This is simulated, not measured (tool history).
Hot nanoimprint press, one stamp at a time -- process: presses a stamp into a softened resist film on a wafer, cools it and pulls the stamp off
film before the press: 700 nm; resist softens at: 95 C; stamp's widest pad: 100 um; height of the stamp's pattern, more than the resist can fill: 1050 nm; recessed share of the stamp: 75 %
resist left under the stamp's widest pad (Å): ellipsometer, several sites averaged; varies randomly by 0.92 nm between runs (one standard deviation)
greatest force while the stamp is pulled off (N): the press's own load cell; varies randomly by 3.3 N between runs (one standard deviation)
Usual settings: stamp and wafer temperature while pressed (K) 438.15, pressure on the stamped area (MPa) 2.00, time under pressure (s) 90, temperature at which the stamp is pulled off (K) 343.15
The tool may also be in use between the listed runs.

run	hour	stamp and wafer temperature while pressed (K)	pressure on the stamped area (MPa)	time under pressure (s)	temperature at which the stamp is pulled off (K)	resist left under the stamp's widest pad (Å)	greatest force while the stamp is pulled off (N)
1	0.0	438.15	2.00	90	343.15	2641	156
2	8.7	438.15	2.00	90	344.15	2622	155
3	14.6	438.15	2.00	90	344.15	2618	154
4	22.9	438.15	2.00	90	343.15	2612	161
5	35.0	438.15	2.00	90	343.15	2628	163
# hour 38.9: plate thermocouple calibrated
6	47.3	438.15	2.00	90	330.15	2607	205
7	56.2	438.15	2.00	90	330.15	2602	210
8	64.0	438.15	2.00	90	330.15	2586	214
9	74.5	437.15	2.00	90	332.15	2682	206
10	82.7	437.15	2.00	90	332.15	2666	206
11	90.9	438.15	1.88	90	347.15	2669	150
12	97.7	438.15	1.88	90	347.15	2672	142
# hour 103.0: plate thermocouple calibrated, once more
13	108.3	428.15	1.88	90	347.15	3923	154
14	115.4	428.15	1.88	90	347.15	3923	157

3 ways to go on from here, each from the tool as it stands after run 14. What would each give?
A	128.9	428.15	1.88	53	347.15	?	?
B	128.9	442.15	2.00	49	339.15	?	?
C	128.9	438.15	1.88	125	336.15	?	?

run	resist left under the stamp's widest pad (Å)	greatest force while the stamp is pulled off (N)
A	4585	155
B	3080	192
C	2468	201
Without the tool's hidden state the same runs would have given:
run	resist left under the stamp's widest pad (Å)	greatest force while the stamp is pulled off (N)
A	4574	142
B	3066	174
C	2457	183
